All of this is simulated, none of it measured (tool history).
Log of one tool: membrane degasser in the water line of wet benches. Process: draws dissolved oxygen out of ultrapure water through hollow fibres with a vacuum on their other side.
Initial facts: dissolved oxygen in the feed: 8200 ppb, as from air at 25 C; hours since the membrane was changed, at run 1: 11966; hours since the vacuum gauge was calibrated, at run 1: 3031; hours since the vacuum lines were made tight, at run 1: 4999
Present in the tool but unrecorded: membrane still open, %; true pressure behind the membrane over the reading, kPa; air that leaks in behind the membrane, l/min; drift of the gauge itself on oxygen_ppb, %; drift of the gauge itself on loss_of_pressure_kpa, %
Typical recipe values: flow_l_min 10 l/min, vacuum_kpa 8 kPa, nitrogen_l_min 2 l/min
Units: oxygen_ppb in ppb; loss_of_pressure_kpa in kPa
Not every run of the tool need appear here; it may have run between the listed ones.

run    hour  flow_l_min  vacuum_kpa  nitrogen_l_min  hours since the membrane was changed  hours since the vacuum gauge was calibrated  hours since the vacuum lines were made tight  oxygen_ppb  loss_of_pressure_kpa
  1       0          10           8               2                                 11966                                         3031                                          4999       368.3                  31.6
  2   241.1          10           8               2                                 12207                                         3272                                          5240       366.9                 31.66
  3   514.9          10           8               2                                 12481                                         3546                                          5514         368                 31.75
  4   659.6          10           8               2                                 12625                                         3690                                          5659       370.9                 31.81
  5   923.3          10           8               2                                 12889                                         3954                                          5922       374.7                  31.7
  6  1250.8          10           8               2                                 13217                                         4282                                          6250         374                 31.88
  7  1491.8          10           8               2                                 13458                                         4523                                          6491       368.1                 31.25
  8  1728.5          10           8               2                                 13694                                         4759                                          6728       373.1                 31.74
  9  1996.6          10           8               2                                 13962                                         5027                                          6996       367.3                 31.57
 10    2297          10           8               2                                 14263                                         5328                                          7296       365.1                  31.6
     2372.4  -- vacuum gauge calibrated
 11    2514          10           8               2                                 14479                                          142                                          7513       369.6                 31.79
 12    2722          10           8               2                                 14687                                          350                                          7721       369.1                  31.6
 13    2901          10           8               2                                 14866                                          529                                          7900       370.7                 31.66
 14  3149.1          10           8               2                                 15114                                          777                                          8148       375.7                 31.96
 15  3326.4          10           8               2                                 15292                                          954                                          8325       369.2                 31.66
 16  3490.4          12           8               2                                 15456                                         1118                                          8489       453.7                 38.21
     3522.3  -- seals of the vacuum lines changed
 17  3783.6          10           8            2.23                                 15747                                         1409                                           261       369.1                 31.67
 18  3996.6           9        6.21            1.09                                 15960                                         1622                                           474         334                 28.58

For run 19, what comes out?
 19  4192.5           9        6.21            1.09                                 16156                                         1818                                           670           ?                     ?

Run 19 yielded oxygen_ppb 338.4 ppb, loss_of_pressure_kpa 28.41 kPa.
If the tool had no hidden condition, the same run with the same run-to-run variation would have returned oxygen_ppb 336.4 ppb, loss_of_pressure_kpa 28.35 kPa.
